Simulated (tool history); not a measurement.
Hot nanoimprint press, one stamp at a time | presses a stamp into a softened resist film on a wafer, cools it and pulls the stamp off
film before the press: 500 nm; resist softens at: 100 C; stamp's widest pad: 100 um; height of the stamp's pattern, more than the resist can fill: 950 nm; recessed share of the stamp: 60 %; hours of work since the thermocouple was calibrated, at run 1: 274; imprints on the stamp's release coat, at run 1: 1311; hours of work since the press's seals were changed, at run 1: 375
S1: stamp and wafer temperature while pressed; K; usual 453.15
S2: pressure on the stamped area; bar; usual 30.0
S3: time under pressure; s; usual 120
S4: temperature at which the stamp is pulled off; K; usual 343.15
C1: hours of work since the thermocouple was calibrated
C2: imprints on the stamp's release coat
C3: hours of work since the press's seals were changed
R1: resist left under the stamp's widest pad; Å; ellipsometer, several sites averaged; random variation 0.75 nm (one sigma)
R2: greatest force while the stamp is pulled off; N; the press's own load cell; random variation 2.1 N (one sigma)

{"run": 1, "hour": 0.0, "S1": 453.15, "S2": 30.0, "S3": 120, "S4": 343.15, "C1": 274, "C2": 1311, "C3": 375, "R1": 2348, "R2": 97}
{"run": 2, "hour": 45.4, "S1": 453.15, "S2": 30.0, "S3": 120, "S4": 343.15, "C1": 301, "C2": 1512, "C3": 402, "R1": 2359, "R2": 93}
{"run": 3, "hour": 70.7, "S1": 453.15, "S2": 30.0, "S3": 120, "S4": 343.15, "C1": 317, "C2": 1624, "C3": 418, "R1": 2359, "R2": 96}
{"hour": 90.2, "done": "plate thermocouple calibrated"}
{"run": 4, "hour": 117.9, "S1": 453.15, "S2": 30.0, "S3": 87, "S4": 343.15, "C1": 17, "C2": 1819, "C3": 444, "R1": 2612, "R2": 93}
{"run": 5, "hour": 147.7, "S1": 461.15, "S2": 30.0, "S3": 120, "S4": 343.15, "C1": 35, "C2": 1951, "C3": 462, "R1": 1903, "R2": 94}
{"run": 6, "hour": 184.3, "S1": 461.15, "S2": 30.0, "S3": 120, "S4": 343.15, "C1": 57, "C2": 2113, "C3": 484, "R1": 1895, "R2": 94}
{"hour": 199.2, "done": "stamp cleaned and given a new release coat"}
{"run": 7, "hour": 224.2, "S1": 453.15, "S2": 30.0, "S3": 120, "S4": 343.15, "C1": 77, "C2": 110, "C3": 505, "R1": 2354, "R2": 92}
{"run": 8, "hour": 274.4, "S1": 453.15, "S2": 30.0, "S3": 133, "S4": 343.15, "C1": 107, "C2": 333, "C3": 535, "R1": 2283, "R2": 97}
{"run": 9, "hour": 320.2, "S1": 453.15, "S2": 30.0, "S3": 133, "S4": 343.15, "C1": 135, "C2": 535, "C3": 563, "R1": 2284, "R2": 93}
{"run": 10, "hour": 378.4, "S1": 447.15, "S2": 30.0, "S3": 133, "S4": 343.15, "C1": 170, "C2": 793, "C3": 598, "R1": 2703, "R2": 97}
{"run": 11, "hour": 415.8, "S1": 447.15, "S2": 30.0, "S3": 133, "S4": 343.15, "C1": 193, "C2": 959, "C3": 620, "R1": 2716, "R2": 93}
{"run": 12, "hour": 469.3, "S1": 447.15, "S2": 30.0, "S3": 133, "S4": 343.15, "C1": 225, "C2": 1196, "C3": 652, "R1": 2716, "R2": 92}
{"run": 13, "hour": 496.5, "S1": 447.15, "S2": 30.0, "S3": 208, "S4": 343.15, "C1": 241, "C2": 1316, "C3": 669, "R1": 2344, "R2": 94}
{"run": 14, "hour": 539.4, "S1": 463.15, "S2": 35.5, "S3": 208, "S4": 332.15, "C1": 267, "C2": 1506, "C3": 695, "R1": 1347, "R2": 109}
{"run": 15, "hour": 588.9, "S1": 463.15, "S2": 35.5, "S3": 208, "S4": 332.15, "C1": 297, "C2": 1725, "C3": 724, "R1": 1350, "R2": 109}
{"hour": 639.5, "done": "plate thermocouple calibrated"}
{"run": 16, "hour": 646.3, "S1": 460.15, "S2": 30.0, "S3": 84, "S4": 343.15, "C1": 4, "C2": 1966, "C3": 757, "R1": 2240, "R2": 98}
{"hour": 696.6, "done": "stamp cleaned and given a new release coat"}
{"run": 17, "hour": 700.9, "S1": 453.15, "S2": 30.0, "S3": 139, "S4": 344.15, "C1": 33, "C2": 19, "C3": 786, "R1": 2267, "R2": 91}
{"run": 18, "hour": 743.1, "S1": 453.15, "S2": 19.0, "S3": 160, "S4": 343.15, "C1": 59, "C2": 206, "C3": 812, "R1": 2738, "R2": 88}
{"hour": 776.8, "done": "press's hydraulic seals changed and the load cell set to zero"}
{"run": 19, "hour": 791.3, "S1": 459.15, "S2": 33.4, "S3": 119, "S4": 339.15, "C1": 83, "C2": 384, "C3": 9, "R1": 1926, "R2": 94}
{"run": 20, "hour": 847.2, "S1": 459.15, "S2": 33.4, "S3": 119, "S4": 339.15, "C1": 117, "C2": 631, "C3": 42, "R1": 1925, "R2": 99}
{"run": 21, "hour": 899.7, "S1": 459.15, "S2": 33.4, "S3": 119, "S4": 339.15, "C1": 148, "C2": 864, "C3": 74, "R1": 1929, "R2": 99}
{"run": 22, "hour": 947.8, "S1": 459.15, "S2": 33.4, "S3": 119, "S4": 339.15, "C1": 177, "C2": 1076, "C3": 103, "R1": 1934, "R2": 100}
{"run": 23, "hour": 987.3, "S1": 459.15, "S2": 30.0, "S3": 120, "S4": 343.15, "C1": 201, "C2": 1251, "C3": 127, "R1": 2049, "R2": 93}
{"run": 24, "hour": 1025.2, "S1": 464.15, "S2": 30.0, "S3": 197, "S4": 334.15, "C1": 224, "C2": 1419, "C3": 150, "R1": 1490, "R2": 109}

Measured less the same run without the tool's hidden state. The same run-to-run variation is in both; the gauge's scatter may not be:
The hidden state here: true temperature over the reading, C; pressure that arrives at the usual setting, %; grip of the stamp's worn release coat, % over a new coat's; drift of the gauge itself on residual_nm, %; drift of the gauge itself on pull_off_n, %.
run=1 R1=+2
run=2 R1=+5
run=3 R1=+6
run=4 R1=+9
run=5 R1=+9
run=6 R1=+10
run=7 R1=+15
run=8 R1=+17
run=9 R1=+20
run=10 R1=+27
run=11 R1=+31
run=12 R1=+35
run=13 R1=+32
run=14 R1=+20
run=15 R1=+22
run=16 R1=+37
run=17 R1=+41
run=18 R1=+52
run=19 R1=+38
run=20 R1=+40
run=21 R1=+43
run=22 R1=+45
run=23 R1=+50
run=24 R1=+38
R2: within 2 N of the measured result in every run.
